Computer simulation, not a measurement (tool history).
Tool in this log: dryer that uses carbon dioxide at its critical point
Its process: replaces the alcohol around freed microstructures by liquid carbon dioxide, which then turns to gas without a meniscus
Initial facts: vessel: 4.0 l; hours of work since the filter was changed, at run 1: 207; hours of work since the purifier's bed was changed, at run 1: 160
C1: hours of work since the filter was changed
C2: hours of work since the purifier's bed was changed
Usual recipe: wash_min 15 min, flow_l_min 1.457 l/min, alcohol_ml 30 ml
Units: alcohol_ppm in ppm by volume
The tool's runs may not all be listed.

Run 1, hour 0.0: usual settings; C1 207; C2 160. Result: alcohol_ppm 175 ppm by volume.
Run 2, hour 14.5: usual settings; C1 212; C2 165. Result: alcohol_ppm 188 ppm by volume.
Run 3, hour 34.7: usual settings but flow_l_min 1.320 l/min; C1 218; C2 171. Result: alcohol_ppm 244 ppm by volume.
Run 4, hour 48.4: usual settings but flow_l_min 1.320 l/min; C1 223; C2 176. Result: alcohol_ppm 239 ppm by volume.
Run 5, hour 75.5: usual settings but flow_l_min 1.320 l/min; C1 232; C2 185. Result: alcohol_ppm 246 ppm by volume.
Run 6, hour 89.3: usual settings but wash_min 17 min, flow_l_min 1.950 l/min; C1 237; C2 190. Result: alcohol_ppm 74 ppm by volume.
Run 7, hour 102.5: usual settings but flow_l_min 0.910 l/min, alcohol_ml 66 ml; C1 241; C2 194. Result: alcohol_ppm 1363 ppm by volume.
Run 8, hour 126.5: usual settings but wash_min 11 min, flow_l_min 1.200 l/min, alcohol_ml 66 ml; C1 249; C2 202. Result: alcohol_ppm 1493 ppm by volume.
Run 9, hour 152.0: usual settings but wash_min 11 min, flow_l_min 1.200 l/min, alcohol_ml 66 ml; C1 258; C2 211. Result: alcohol_ppm 1447 ppm by volume.
Run 10, hour 166.5: usual settings but alcohol_ml 35 ml; C1 262; C2 215. Result: alcohol_ppm 217 ppm by volume.

Alternative continuations, all from the tool just after run 10; predict every row:
Run A, hour 178.9: usual settings but wash_min 10 min, alcohol_ml 34 ml; C1 267; C2 220. Result: alcohol_ppm ?.
Run B, hour 178.9: usual settings but wash_min 11 min, flow_l_min 2.260 l/min, alcohol_ml 73 ml; C1 267; C2 220. Result: alcohol_ppm ?.
Run C, hour 178.9: usual settings but flow_l_min 2.360 l/min, alcohol_ml 21 ml; C1 267; C2 220. Result: alcohol_ppm ?.
Run D, hour 178.9: usual settings but wash_min 9 min, alcohol_ml 35 ml; C1 267; C2 220. Result: alcohol_ppm ?.

run  alcohol_ppm
  A          632
  B          248
  C           79
  D          821
Stripped of hidden state, with their random variation kept, the same runs would have yielded:
run  alcohol_ppm
  A          454
  B          124
  C            2
  D          622
